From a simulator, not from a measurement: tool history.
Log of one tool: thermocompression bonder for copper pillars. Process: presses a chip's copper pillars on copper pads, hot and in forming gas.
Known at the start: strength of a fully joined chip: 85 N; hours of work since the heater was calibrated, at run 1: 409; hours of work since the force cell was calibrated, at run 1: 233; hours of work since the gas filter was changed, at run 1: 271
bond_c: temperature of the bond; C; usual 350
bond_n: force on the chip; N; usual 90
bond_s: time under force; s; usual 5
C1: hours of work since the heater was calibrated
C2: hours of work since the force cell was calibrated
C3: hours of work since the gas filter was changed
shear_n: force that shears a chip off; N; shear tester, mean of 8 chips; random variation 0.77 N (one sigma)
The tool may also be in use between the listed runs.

{"run": 1, "day": 0.0, "bond_c": 350, "bond_n": 90, "bond_s": 5, "C1": 409, "C2": 233, "C3": 271, "shear_n": 54.4}
{"run": 2, "day": 0.596, "bond_c": 350, "bond_n": 90, "bond_s": 5, "C1": 419, "C2": 243, "C3": 281, "shear_n": 53.1}
{"run": 3, "day": 1.021, "bond_c": 350, "bond_n": 90, "bond_s": 5, "C1": 426, "C2": 250, "C3": 288, "shear_n": 54.5}
{"run": 4, "day": 1.804, "bond_c": 350, "bond_n": 90, "bond_s": 3, "C1": 438, "C2": 263, "C3": 301, "shear_n": 46.5}
{"run": 5, "day": 2.183, "bond_c": 364, "bond_n": 90, "bond_s": 3, "C1": 445, "C2": 269, "C3": 307, "shear_n": 50.5}
{"day": 2.588, "done": "forming gas filter changed"}
{"run": 6, "day": 2.992, "bond_c": 350, "bond_n": 90, "bond_s": 5, "C1": 458, "C2": 282, "C3": 7, "shear_n": 57}
{"run": 7, "day": 3.908, "bond_c": 350, "bond_n": 90, "bond_s": 5, "C1": 473, "C2": 297, "C3": 22, "shear_n": 56.5}
{"run": 8, "day": 4.542, "bond_c": 350, "bond_n": 85, "bond_s": 5, "C1": 483, "C2": 308, "C3": 32, "shear_n": 53.7}
{"run": 9, "day": 5.442, "bond_c": 350, "bond_n": 85, "bond_s": 5, "C1": 498, "C2": 322, "C3": 47, "shear_n": 53.7}
{"run": 10, "day": 6.1, "bond_c": 350, "bond_n": 85, "bond_s": 5, "C1": 509, "C2": 333, "C3": 58, "shear_n": 54.5}
{"run": 11, "day": 6.921, "bond_c": 350, "bond_n": 85, "bond_s": 5, "C1": 523, "C2": 347, "C3": 72, "shear_n": 53.5}
{"run": 12, "day": 7.325, "bond_c": 350, "bond_n": 90, "bond_s": 5, "C1": 529, "C2": 353, "C3": 78, "shear_n": 56.9}
{"run": 13, "day": 7.738, "bond_c": 350, "bond_n": 90, "bond_s": 5, "C1": 536, "C2": 360, "C3": 85, "shear_n": 55.8}
{"run": 14, "day": 8.367, "bond_c": 350, "bond_n": 60, "bond_s": 5, "C1": 546, "C2": 371, "C3": 95, "shear_n": 38.5}
{"run": 15, "day": 8.938, "bond_c": 350, "bond_n": 93, "bond_s": 8, "C1": 556, "C2": 380, "C3": 105, "shear_n": 62.9}
{"run": 16, "day": 9.712, "bond_c": 350, "bond_n": 93, "bond_s": 8, "C1": 569, "C2": 393, "C3": 118, "shear_n": 63.6}
{"run": 17, "day": 10.638, "bond_c": 330, "bond_n": 54, "bond_s": 3, "C1": 584, "C2": 408, "C3": 133, "shear_n": 23.8}
{"run": 18, "day": 11.404, "bond_c": 360, "bond_n": 90, "bond_s": 5, "C1": 596, "C2": 421, "C3": 145, "shear_n": 57.6}
{"run": 19, "day": 12.088, "bond_c": 345, "bond_n": 70, "bond_s": 13, "C1": 608, "C2": 432, "C3": 157, "shear_n": 55}
{"run": 20, "day": 12.779, "bond_c": 345, "bond_n": 54, "bond_s": 13, "C1": 619, "C2": 443, "C3": 168, "shear_n": 46}
{"run": 21, "day": 13.338, "bond_c": 345, "bond_n": 54, "bond_s": 3, "C1": 628, "C2": 453, "C3": 177, "shear_n": 26.7}
{"run": 22, "day": 13.967, "bond_c": 345, "bond_n": 121, "bond_s": 3, "C1": 639, "C2": 463, "C3": 188, "shear_n": 56.6}
{"run": 23, "day": 14.475, "bond_c": 378, "bond_n": 81, "bond_s": 6, "C1": 647, "C2": 471, "C3": 196, "shear_n": 60}
{"run": 24, "day": 14.971, "bond_c": 320, "bond_n": 54, "bond_s": 4, "C1": 655, "C2": 480, "C3": 204, "shear_n": 23.9}

Hidden state or all else? Some run-to-run changes of shear_n, split into what the settings, what came in and random variation would give without the hidden state, and what is left for the hidden state (with any gauge scatter that isn't in both results):
The hidden state here: true temperature of the bond over the reading, C; force that reaches the chip, % of what is set; oxide that the forming gas leaves, % of the face; drift of the gauge itself on shear_n, %.
Run 5 -> 6: bond_c 364 -> 350, bond_s 3 -> 5, forming gas filter changed. shear_n +6.5 N: hidden state +4.2, all else +2.3.
Run 16 -> 17: bond_c 350 -> 330, bond_n 93 -> 54, bond_s 8 -> 3. shear_n -39.8 N: hidden state +1.4, all else -41.2.
Run 23 -> 24: bond_c 378 -> 320, bond_n 81 -> 54, bond_s 6 -> 4. shear_n -36.1 N: hidden state +2.1, all else -38.2.
